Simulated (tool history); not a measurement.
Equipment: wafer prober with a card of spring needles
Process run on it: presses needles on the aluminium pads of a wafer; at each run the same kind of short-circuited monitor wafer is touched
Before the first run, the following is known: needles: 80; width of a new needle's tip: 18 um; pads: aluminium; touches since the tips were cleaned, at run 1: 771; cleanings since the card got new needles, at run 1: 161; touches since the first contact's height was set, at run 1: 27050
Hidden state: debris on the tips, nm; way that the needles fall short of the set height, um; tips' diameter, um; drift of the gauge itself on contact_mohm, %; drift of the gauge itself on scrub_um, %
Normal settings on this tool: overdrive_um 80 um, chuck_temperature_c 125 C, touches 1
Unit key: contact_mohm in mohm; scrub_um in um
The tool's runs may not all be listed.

| run | hour | overdrive_um | chuck_temperature_c | touches | touches since the tips were cleaned | cleanings since the card got new needles | touches since the first contact's height was set | contact_mohm | scrub_um |
|---|---|---|---|---|---|---|---|---|---|
| 1 | 0 | 80 | 125 | 1 | 771 | 161 | 27050 | 185 | 19.04 |
|  | 5.6 | tips cleaned on abrasive film |
|  | 12.5 | tips cleaned on abrasive film |
|  | 18.1 | tips cleaned on abrasive film |
|  | 25 | tips cleaned on abrasive film |
|  | 30.6 | tips cleaned on abrasive film |
|  | 37.5 | tips cleaned on abrasive film |
|  | 43 | tips cleaned on abrasive film |
|  | 50 | tips cleaned on abrasive film |
|  | 56.9 | tips cleaned on abrasive film |
|  | 63.8 | tips cleaned on abrasive film |
| 2 | 65.4 | 80 | 125 | 1 | 896 | 171 | 64576 | 187 | 18.91 |
|  | 69.6 | tips cleaned on abrasive film |
|  | 76.5 | tips cleaned on abrasive film |
|  | 83.4 | tips cleaned on abrasive film |
|  | 89 | tips cleaned on abrasive film |
|  | 95.9 | tips cleaned on abrasive film |
|  | 101.5 | tips cleaned on abrasive film |
|  | 108.4 | tips cleaned on abrasive film |
|  | 115.4 | tips cleaned on abrasive film |
|  | 120.9 | tips cleaned on abrasive film |
|  | 127.9 | tips cleaned on abrasive film |
|  | 133.4 | tips cleaned on abrasive film |
|  | 140.3 | tips cleaned on abrasive film |
|  | 145.9 | tips cleaned on abrasive film |
| 3 | 151.1 | 80 | 125 | 1 | 3024 | 184 | 113790 | 206 | 18.74 |
|  | 152.6 | tips cleaned on abrasive film |
|  | 159.5 | tips cleaned on abrasive film |
|  | 166.4 | tips cleaned on abrasive film |
|  | 173.4 | tips cleaned on abrasive film |
|  | 180.3 | tips cleaned on abrasive film |
|  | 187.2 | tips cleaned on abrasive film |
|  | 194.1 | tips cleaned on abrasive film |
|  | 201.1 | tips cleaned on abrasive film |
|  | 208 | tips cleaned on abrasive film |
|  | 209.7 | height of the first contact set anew |
|  | 213.9 | tips cleaned on abrasive film |
|  | 220.8 | tips cleaned on abrasive film |
|  | 227.7 | tips cleaned on abrasive film |
| 4 | 228 | 80 | 125 | 1 | 144 | 196 | 10496 | 176 | 19.08 |
|  | 233.5 | tips cleaned on abrasive film |
|  | 239.1 | tips cleaned on abrasive film |
|  | 246 | tips cleaned on abrasive film |
|  | 253 | tips cleaned on abrasive film |
|  | 259.9 | tips cleaned on abrasive film |
|  | 266.8 | tips cleaned on abrasive film |
| 5 | 269.2 | 80 | 125 | 1 | 1389 | 202 | 34182 | 192 | 18.98 |
|  | 273.4 | tips cleaned on abrasive film |
|  | 280.3 | tips cleaned on abrasive film |
|  | 287.3 | tips cleaned on abrasive film |
|  | 294.2 | tips cleaned on abrasive film |
|  | 301.1 | tips cleaned on abrasive film |
|  | 308.1 | tips cleaned on abrasive film |
|  | 315 | tips cleaned on abrasive film |
|  | 321.9 | tips cleaned on abrasive film |
|  | 328.9 | tips cleaned on abrasive film |
|  | 335.7 | tips cleaned on abrasive film, once more |
| 6 | 335.7 | 80 | 125 | 1 | 0 | 212 | 72340 | 173 | 18.91 |
|  | 342.6 | tips cleaned on abrasive film |
|  | 349.5 | tips cleaned on abrasive film |
|  | 355.1 | tips cleaned on abrasive film |
|  | 362 | tips cleaned on abrasive film |
|  | 369 | tips cleaned on abrasive film |
|  | 374.5 | tips cleaned on abrasive film |
|  | 381.5 | tips cleaned on abrasive film |
|  | 388.4 | tips cleaned on abrasive film |
|  | 393.9 | tips cleaned on abrasive film |
| 7 | 395 | 80 | 125 | 1 | 625 | 221 | 106410 | 186 | 18.82 |
|  | 400.6 | tips cleaned on abrasive film |
|  | 406.1 | tips cleaned on abrasive film |
|  | 413.1 | tips cleaned on abrasive film |
|  | 420 | tips cleaned on abrasive film |
|  | 426.9 | tips cleaned on abrasive film |
|  | 432.5 | tips cleaned on abrasive film |
|  | 439.4 | tips cleaned on abrasive film |
| 8 | 442.2 | 80 | 125 | 1 | 1611 | 228 | 133503 | 194 | 18.77 |
|  | 445.1 | tips cleaned on abrasive film |
|  | 452 | tips cleaned on abrasive film |
|  | 458.9 | tips cleaned on abrasive film |
|  | 465.9 | tips cleaned on abrasive film |
|  | 466.2 | height of the first contact set anew |
|  | 473.1 | tips cleaned on abrasive film |
|  | 478.7 | tips cleaned on abrasive film |
|  | 485.6 | tips cleaned on abrasive film |
|  | 492.5 | tips cleaned on abrasive film |
|  | 499.5 | tips cleaned on abrasive film |
|  | 506.4 | tips cleaned on abrasive film |
| 9 | 508.3 | 80 | 125 | 1 | 1110 | 238 | 24203 | 187 | 18.98 |
|  | 512.5 | tips cleaned on abrasive film |
|  | 518.1 | tips cleaned on abrasive film |
|  | 525 | tips cleaned on abrasive film |
|  | 530.5 | tips cleaned on abrasive film |
|  | 537.5 | tips cleaned on abrasive film |
|  | 544.4 | tips cleaned on abrasive film |
| 10 | 547.9 | 65 | 113 | 1 | 2025 | 244 | 46933 | 209 | 15.42 |
|  | 550.7 | tips cleaned on abrasive film |
|  | 557.6 | tips cleaned on abrasive film |
|  | 563.2 | tips cleaned on abrasive film |
|  | 570.1 | tips cleaned on abrasive film |
|  | 575.7 | tips cleaned on abrasive film |
|  | 582.6 | tips cleaned on abrasive film |
|  | 588.2 | tips cleaned on abrasive film |
|  | 595.1 | tips cleaned on abrasive film |
|  | 602.1 | tips cleaned on abrasive film |
|  | 609 | tips cleaned on abrasive film |
| 11 | 611.1 | 65 | 113 | 1 | 1227 | 254 | 83197 | 203 | 15.33 |
|  | 615.3 | tips cleaned on abrasive film |
|  | 622.2 | tips cleaned on abrasive film |
|  | 629.2 | tips cleaned on abrasive film |
|  | 636.1 | tips cleaned on abrasive film |
|  | 643 | tips cleaned on abrasive film |
|  | 648.6 | tips cleaned on abrasive film |
|  | 655.5 | tips cleaned on abrasive film |
|  | 662.4 | tips cleaned on abrasive film |
|  | 669.4 | tips cleaned on abrasive film |
|  | 676 | tips cleaned on abrasive film |
| 12 | 676 | 65 | 55 | 1 | 0 | 264 | 120473 | 170 | 15.25 |
|  | 683 | tips cleaned on abrasive film |
|  | 689.9 | tips cleaned on abrasive film |
|  | 696.8 | tips cleaned on abrasive film |
|  | 702.4 | tips cleaned on abrasive film |
|  | 709.3 | tips cleaned on abrasive film |
|  | 716.3 | tips cleaned on abrasive film |
|  | 721.8 | tips cleaned on abrasive film |
|  | 722.1 | height of the first contact set anew |
|  | 729.1 | tips cleaned on abrasive film |
|  | 736 | tips cleaned on abrasive film |
|  | 742.9 | tips cleaned on abrasive film |
|  | 749.8 | tips cleaned on abrasive film |
|  | 756.8 | tips cleaned on abrasive film |
|  | 763.3 | tips cleaned on abrasive film |
| 13 | 763.3 | 83 | 30 | 1 | 0 | 277 | 23639 | 159 | 19.75 |
|  | 770.2 | tips cleaned on abrasive film |
|  | 775.8 | tips cleaned on abrasive film |
|  | 782.7 | tips cleaned on abrasive film |
|  | 789.6 | tips cleaned on abrasive film |
|  | 795.2 | tips cleaned on abrasive film |
|  | 802.1 | tips cleaned on abrasive film |
|  | 809.1 | tips cleaned on abrasive film |
|  | 816 | tips cleaned on abrasive film |
| 14 | 818.8 | 72 | 38 | 2 | 1616 | 285 | 55514 | 178 | 17.06 |
|  | 821.5 | tips cleaned on abrasive film |
|  | 828.5 | tips cleaned on abrasive film |
|  | 835.4 | tips cleaned on abrasive film |
|  | 842.3 | tips cleaned on abrasive film |
|  | 849.3 | tips cleaned on abrasive film |
|  | 856.2 | tips cleaned on abrasive film |
|  | 863.1 | tips cleaned on abrasive film |
| 15 | 866.5 | 72 | 38 | 2 | 1984 | 292 | 82958 | 178 | 16.97 |
|  | 869.4 | tips cleaned on abrasive film |
|  | 874.9 | tips cleaned on abrasive film |
|  | 881.9 | tips cleaned on abrasive film |
|  | 887.4 | tips cleaned on abrasive film |
|  | 894.4 | tips cleaned on abrasive film |
|  | 901.3 | tips cleaned on abrasive film |
|  | 908.2 | tips cleaned on abrasive film |
| 16 | 913 | 72 | 38 | 2 | 2778 | 299 | 109624 | 193 | 16.93 |
|  | 914.4 | tips cleaned on abrasive film |
|  | 920 | tips cleaned on abrasive film |
|  | 926.9 | tips cleaned on abrasive film |
|  | 933.9 | tips cleaned on abrasive film |
|  | 939.4 | tips cleaned on abrasive film |
|  | 946.4 | tips cleaned on abrasive film |
|  | 953.3 | tips cleaned on abrasive film |
|  | 960.2 | tips cleaned on abrasive film |
|  | 967.2 | tips cleaned on abrasive film |
|  | 974.1 | tips cleaned on abrasive film |
| 17 | 976.7 | 80 | 44 | 3 | 1519 | 309 | 146179 | 168 | 18.74 |

Predict each of these 5 candidate next runs independently; none follows another, all start after run 17:
|  | 978.4 | height of the first contact set anew |
|  | 981.2 | tips cleaned on abrasive film |
|  | 988.1 | tips cleaned on abrasive film |
|  | 995 | tips cleaned on abrasive film |
|  | 1002 | tips cleaned on abrasive film |
|  | 1008.9 | tips cleaned on abrasive film |
|  | 1014.5 | tips cleaned on abrasive film |
| A | 1019.4 | 80 | 49 | 2 | 2902 | 315 | 23607 | ? | ? |
|  | 978.4 | height of the first contact set anew |
|  | 981.2 | tips cleaned on abrasive film |
|  | 988.1 | tips cleaned on abrasive film |
|  | 995 | tips cleaned on abrasive film |
|  | 1002 | tips cleaned on abrasive film |
|  | 1008.9 | tips cleaned on abrasive film |
|  | 1014.5 | tips cleaned on abrasive film |
| B | 1019.4 | 85 | 125 | 1 | 2902 | 315 | 23607 | ? | ? |
|  | 978.4 | height of the first contact set anew |
|  | 981.2 | tips cleaned on abrasive film |
|  | 988.1 | tips cleaned on abrasive film |
|  | 995 | tips cleaned on abrasive film |
|  | 1002 | tips cleaned on abrasive film |
|  | 1008.9 | tips cleaned on abrasive film |
|  | 1014.5 | tips cleaned on abrasive film |
| C | 1019.4 | 82 | 44 | 3 | 2902 | 315 | 23607 | ? | ? |
|  | 978.4 | height of the first contact set anew |
|  | 981.2 | tips cleaned on abrasive film |
|  | 988.1 | tips cleaned on abrasive film |
|  | 995 | tips cleaned on abrasive film |
|  | 1002 | tips cleaned on abrasive film |
|  | 1008.9 | tips cleaned on abrasive film |
|  | 1014.5 | tips cleaned on abrasive film |
| D | 1019.4 | 70 | 63 | 1 | 2902 | 315 | 23607 | ? | ? |
|  | 978.4 | height of the first contact set anew |
|  | 981.2 | tips cleaned on abrasive film |
|  | 988.1 | tips cleaned on abrasive film |
|  | 995 | tips cleaned on abrasive film |
|  | 1002 | tips cleaned on abrasive film |
|  | 1008.9 | tips cleaned on abrasive film |
|  | 1014.5 | tips cleaned on abrasive film |
| E | 1019.4 | 80 | 74 | 3 | 2902 | 315 | 23607 | ? | ? |

| run | contact_mohm | scrub_um |
|---|---|---|
| A | 184 | 19.08 |
| B | 201 | 20.23 |
| C | 172 | 19.52 |
| D | 208 | 16.61 |
| E | 178 | 19.02 |
The same runs, with their run-to-run variation unchanged, on a tool lacking any hidden condition would have given:
| run | contact_mohm | scrub_um |
|---|---|---|
| A | 159 | 19.14 |
| B | 169 | 20.29 |
| C | 157 | 19.57 |
| D | 159 | 16.67 |
| E | 163 | 19.07 |

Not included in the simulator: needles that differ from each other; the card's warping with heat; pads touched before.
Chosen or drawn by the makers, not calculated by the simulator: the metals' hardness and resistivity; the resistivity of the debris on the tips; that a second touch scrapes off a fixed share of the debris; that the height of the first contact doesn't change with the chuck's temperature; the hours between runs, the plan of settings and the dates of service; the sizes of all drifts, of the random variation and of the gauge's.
